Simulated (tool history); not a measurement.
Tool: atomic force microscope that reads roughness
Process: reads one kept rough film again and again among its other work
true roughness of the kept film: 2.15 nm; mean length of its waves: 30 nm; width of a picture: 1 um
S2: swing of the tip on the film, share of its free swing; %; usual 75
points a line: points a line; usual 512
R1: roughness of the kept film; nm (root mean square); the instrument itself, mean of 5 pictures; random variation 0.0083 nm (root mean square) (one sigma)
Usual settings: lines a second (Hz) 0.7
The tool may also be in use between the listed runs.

{"run": 1, "day": 0.0, "lines a second (Hz)": 0.7, "S2": 75, "points a line": 512, "R1": 1.934}
{"run": 2, "day": 0.321, "lines a second (Hz)": 0.7, "S2": 75, "points a line": 512, "R1": 1.931}
{"run": 3, "day": 0.579, "lines a second (Hz)": 0.7, "S2": 75, "points a line": 512, "R1": 1.938}
{"run": 4, "day": 1.017, "lines a second (Hz)": 0.7, "S2": 75, "points a line": 512, "R1": 1.917}
{"run": 5, "day": 1.608, "lines a second (Hz)": 0.7, "S2": 75, "points a line": 512, "R1": 1.922}
{"run": 6, "day": 1.867, "lines a second (Hz)": 0.7, "S2": 75, "points a line": 512, "R1": 1.912}
{"run": 7, "day": 2.25, "lines a second (Hz)": 0.7, "S2": 55, "points a line": 512, "R1": 1.944}
{"run": 8, "day": 2.783, "lines a second (Hz)": 1.466, "S2": 75, "points a line": 512, "R1": 1.839}
{"run": 9, "day": 3.262, "lines a second (Hz)": 0.7, "S2": 75, "points a line": 512, "R1": 1.877}
{"run": 10, "day": 3.862, "lines a second (Hz)": 0.7, "S2": 75, "points a line": 512, "R1": 1.888}
{"run": 11, "day": 4.2, "lines a second (Hz)": 0.7, "S2": 75, "points a line": 512, "R1": 1.89}
{"run": 12, "day": 4.492, "lines a second (Hz)": 0.7, "S2": 75, "points a line": 512, "R1": 1.863}
{"run": 13, "day": 5.062, "lines a second (Hz)": 0.7, "S2": 75, "points a line": 512, "R1": 1.861}
{"run": 14, "day": 5.638, "lines a second (Hz)": 0.7, "S2": 75, "points a line": 512, "R1": 1.856}
{"run": 15, "day": 5.921, "lines a second (Hz)": 3.768, "S2": 75, "points a line": 512, "R1": 1.643}
{"run": 16, "day": 6.196, "lines a second (Hz)": 1.74, "S2": 75, "points a line": 512, "R1": 1.777}
{"run": 17, "day": 6.788, "lines a second (Hz)": 1.74, "S2": 75, "points a line": 512, "R1": 1.772}
{"run": 18, "day": 7.142, "lines a second (Hz)": 1.74, "S2": 75, "points a line": 512, "R1": 1.749}
{"run": 19, "day": 7.525, "lines a second (Hz)": 1.74, "S2": 75, "points a line": 930, "R1": 1.769}
{"run": 20, "day": 8.108, "lines a second (Hz)": 1.74, "S2": 75, "points a line": 930, "R1": 1.738}
{"run": 21, "day": 8.462, "lines a second (Hz)": 1.74, "S2": 75, "points a line": 930, "R1": 1.755}
{"day": 8.679, "done": "new tip fitted"}
{"run": 22, "day": 9.079, "lines a second (Hz)": 2.095, "S2": 75, "points a line": 512, "R1": 1.878}

Forecast run 23:
{"run": 23, "day": 9.546, "lines a second (Hz)": 0.7, "S2": 77, "points a line": 866, "R1": "?"}

Run 23 gave R1 1.958 nm (root mean square).
Without the tool's hidden state the same run would have given R1 1.981 nm (root mean square).
